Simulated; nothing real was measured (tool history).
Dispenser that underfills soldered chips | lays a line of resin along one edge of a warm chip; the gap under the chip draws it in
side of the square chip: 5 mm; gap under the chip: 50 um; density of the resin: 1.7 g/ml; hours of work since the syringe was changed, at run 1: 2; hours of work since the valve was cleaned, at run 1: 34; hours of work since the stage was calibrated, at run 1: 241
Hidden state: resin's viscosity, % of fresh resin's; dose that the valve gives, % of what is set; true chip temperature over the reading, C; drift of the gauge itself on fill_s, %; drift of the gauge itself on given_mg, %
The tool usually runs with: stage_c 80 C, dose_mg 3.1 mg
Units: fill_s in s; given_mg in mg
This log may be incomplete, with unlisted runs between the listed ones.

run   hour  stage_c  dose_mg  hours of work since the syringe was changed  hours of work since the valve was cleaned  hours of work since the stage was calibrated  fill_s  given_mg
  1      0       80      3.1                                            2                                         34                                           241      32     3.043
       6.7  -- new syringe of resin
  2    7.2       80      3.1                                            0                                         39                                           246    28.9     3.032
  3   12.3       80      3.1                                            4                                         43                                           250    35.9     3.027
      15.9  -- new syringe of resin
  4   17.9       80     3.92                                            1                                         47                                           254    30.1     3.831
      20.5  -- dispensing valve cleaned and set on the balance
  5   25.5       80     3.92                                            6                                          4                                           259    39.4      3.92
      26.4  -- new syringe of resin
  6   29.8       80      3.1                                            3                                          7                                           262    33.1     3.094
  7   34.1       80      3.1                                            6                                         10                                           265    39.2      3.09
      35.4  -- new syringe of resin
  8   42.6       80      3.1                                            5                                         16                                           271    38.3     3.082
      44.8  -- new syringe of resin
  9     47       80      3.1                                            2                                         19                                           274      31     3.071
      54.4  -- new syringe of resin
 10     55       80      3.1                                            0                                         25                                           279      29     3.062
 11   61.9       80     2.69                                            6                                         30                                           285    39.7     2.656
      63.8  -- new syringe of resin
 12   67.8       80     2.69                                            3                                         34                                           289    35.3     2.651
      72.9  -- new syringe of resin
 13   73.2       80     2.89                                            0                                         38                                           293    29.4     2.835
 14   77.4       80     2.89                                            3                                         41                                           296    34.2     2.838
        82  -- new syringe of resin
 15   84.6       80     3.43                                            2                                         46                                           301    31.5     3.359
      88.5  -- dispensing valve cleaned and set on the balance
      92.3  -- new syringe of resin
 16   93.9       66     3.43                                            1                                          4                                           307    48.2     3.423
 17  100.3       66     2.85                                            6                                          8                                           311    64.3     2.834
     101.6  -- new syringe of resin
 18  104.1       80      3.1                                            2                                         11                                           314    31.5     3.089
     110.7  -- new syringe of resin
 19    112       80      3.1                                            1                                         17                                           319    29.1     3.079
     120.1  -- new syringe of resin
 20  120.2       78     2.99                                            0                                         23                                           325    29.6     2.955
 21  125.9       78     2.99                                            4                                         27                                           330    37.8     2.949
     129.2  -- new syringe of resin
 22  131.3       80     3.92                                            1                                         30                                           333    30.1     3.861
     138.4  -- new syringe of resin
 23  138.4       75     3.74                                            0                                         35                                           338    32.4     3.676
 24  142.5       79     2.69                                            3                                         39                                           341    35.7      2.64
     147.4  -- new syringe of resin
 25  147.6       68      3.5                                            0                                         42                                           345    41.5     3.423
 26  151.3       80     3.71                                            3                                         45                                           348    31.6     3.628
     156.2  -- dispensing valve cleaned and set on the balance
     157.4  -- new syringe of resin
 27  157.4       69     3.33                                            0                                          1                                           351    40.3     3.312
 28  162.6       72     2.66                                            4                                          4                                           355    46.9     2.647
     166.8  -- new syringe of resin
 29  169.6       76      3.1                                            2                                          9                                           360    35.7     3.075
     175.9  -- new syringe of resin
 30  177.8       79     3.26                                            1                                         15                                           366    31.3     3.219
 31  184.2       77     3.02                                            6                                         20                                           371    43.7     2.977
     184.9  -- new syringe of resin
 32  189.9       73     3.02                                            4                                         24                                           375    42.5      2.97
     193.9  -- new syringe of resin
 33  196.9       76     2.77                                            2                                         29                                           379    36.8     2.722
 34  200.8       76     3.34                                            5                                         32                                           382    40.9      3.28
     203.1  -- new syringe of resin
 35    207       91     2.94                                            3                                         36                                           387    23.7     2.871

Predict each of these 3 candidate next runs independently; none follows another, all start after run 35:
     212.4  -- new syringe of resin
  A  213.9       80     3.03                                            1                                         41                                           392       ?         ?
     212.4  -- new syringe of resin
  B  213.9       82     2.66                                            1                                         41                                           392       ?         ?
     212.4  -- new syringe of resin
  C  213.9       73     3.54                                            1                                         41                                           392       ?         ?

run  fill_s  given_mg
  A    30.3     2.957
  B      30     2.595
  C    36.7     3.445
Had the tool no hidden state, the same runs would have come out as:
run  fill_s  given_mg
  A    29.8      3.03
  B    29.4      2.66
  C    36.3      3.53

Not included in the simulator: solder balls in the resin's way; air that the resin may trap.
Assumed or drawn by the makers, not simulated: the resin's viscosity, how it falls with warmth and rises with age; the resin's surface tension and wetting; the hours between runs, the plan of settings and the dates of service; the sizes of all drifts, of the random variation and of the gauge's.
